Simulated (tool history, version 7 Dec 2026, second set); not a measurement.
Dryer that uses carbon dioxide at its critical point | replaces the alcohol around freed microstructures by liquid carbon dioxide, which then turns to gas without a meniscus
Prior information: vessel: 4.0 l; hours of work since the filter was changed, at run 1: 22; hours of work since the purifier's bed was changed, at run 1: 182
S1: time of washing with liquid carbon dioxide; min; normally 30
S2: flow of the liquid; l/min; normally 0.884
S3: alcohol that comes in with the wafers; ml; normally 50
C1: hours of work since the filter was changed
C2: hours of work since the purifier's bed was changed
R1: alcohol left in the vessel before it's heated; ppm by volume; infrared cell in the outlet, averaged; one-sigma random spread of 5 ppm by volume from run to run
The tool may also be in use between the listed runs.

| run | hour | S1 | S2 | S3 | C1 | C2 | R1 |
|---|---|---|---|---|---|---|---|
| 1 | 0 | 30 | 0.884 | 50 | 22 | 182 | 97 |
| 2 | 56.4 | 30 | 0.884 | 50 | 52 | 212 | 100 |
| 3 | 103.4 | 30 | 0.884 | 50 | 77 | 237 | 96 |
| 4 | 164.7 | 30 | 0.884 | 50 | 109 | 269 | 121 |
| 5 | 201.6 | 30 | 0.884 | 50 | 129 | 289 | 130 |
| 6 | 233.6 | 30 | 0.884 | 50 | 146 | 306 | 122 |
| 7 | 258.8 | 30 | 0.884 | 50 | 159 | 319 | 135 |
| 8 | 287.9 | 30 | 0.884 | 50 | 175 | 335 | 144 |
| 9 | 313.8 | 30 | 0.884 | 72 | 188 | 349 | 162 |
| 10 | 345.5 | 30 | 0.884 | 72 | 205 | 366 | 168 |
| 11 | 406.6 | 30 | 0.884 | 50 | 238 | 398 | 160 |
| 12 | 456.9 | 30 | 0.884 | 50 | 265 | 425 | 174 |
| 13 | 516.3 | 37 | 0.884 | 36 | 296 | 456 | 144 |
| 14 | 565.5 | 30 | 0.884 | 20 | 322 | 483 | 167 |
| 15 | 602.5 | 30 | 0.884 | 20 | 342 | 502 | 159 |
|  | 628.6 | inlet filter changed |
| 16 | 635.1 | 30 | 0.884 | 33 | 3 | 519 | 174 |
| 17 | 667.6 | 40 | 0.651 | 41 | 21 | 536 | 189 |
| 18 | 695 | 23 | 1.179 | 34 | 35 | 551 | 183 |
| 19 | 755.2 | 19 | 0.661 | 97 | 67 | 583 | 1623 |
| 20 | 810 | 19 | 1.096 | 71 | 96 | 612 | 342 |
| 21 | 847.3 | 36 | 1.101 | 78 | 116 | 632 | 183 |
| 22 | 904.5 | 36 | 1.101 | 78 | 147 | 662 | 214 |
| 23 | 939.6 | 20 | 1.083 | 57 | 165 | 681 | 310 |

Branching from run 23: 4 alternative next runs. What would each branch give?
| A | 971.4 | 30 | 0.702 | 85 | 182 | 698 | ? |
| B | 971.4 | 34 | 0.853 | 71 | 182 | 698 | ? |
| C | 971.4 | 47 | 1.083 | 36 | 182 | 698 | ? |
| D | 971.4 | 30 | 0.884 | 30 | 182 | 698 | ? |

| run | R1 |
|---|---|
| A | 404 |
| B | 240 |
| C | 206 |
| D | 222 |
Had the tool no hidden state, the same runs would have come out as:
| run | R1 |
|---|---|
| A | 165 |
| B | 28 |
| C | 6 |
| D | 18 |
